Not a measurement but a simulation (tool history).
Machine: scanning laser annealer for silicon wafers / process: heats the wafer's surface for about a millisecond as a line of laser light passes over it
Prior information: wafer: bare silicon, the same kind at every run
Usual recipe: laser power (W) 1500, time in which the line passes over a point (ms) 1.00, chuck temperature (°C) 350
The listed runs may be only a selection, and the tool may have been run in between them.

run	hour	laser power (W)	time in which the line passes over a point (ms)	chuck temperature (°C)	highest temperature of the surface (°C)
1	0.0	1500	1.00	350	1147
2	81.7	1500	1.00	350	1147
3	124.6	1615	1.00	350	1204
4	217.4	1615	0.95	350	1176
5	285.0	1500	1.00	350	1139
6	338.7	1500	1.00	350	1138
7	403.1	1500	1.00	350	1133
8	490.4	1500	1.00	350	1136
# hour 529.6: window over the wafer cleaned
9	537.0	1464	0.75	335	992
10	604.4	1418	1.11	340	1141
11	649.0	1418	1.11	340	1138
12	690.0	1555	0.91	389	1166
13	738.6	1555	0.91	389	1162
14	783.3	1555	0.91	389	1162
15	840.8	1387	1.08	310	1076

Here are 3 independent what-if runs from the current tool condition. What would each one return?
# hour 898.2: optics aligned, line set to its width
A	908.8	1543	0.84	332	?
# hour 898.2: optics aligned, line set to its width
B	908.8	1387	0.74	367	?
# hour 898.2: optics aligned, line set to its width
C	908.8	1500	1.00	347	?

run	highest temperature of the surface (°C)
A	1075
B	985
C	1148
Without the tool's unlogged condition, the same runs would have read:
run	highest temperature of the surface (°C)
A	1079
B	989
C	1153
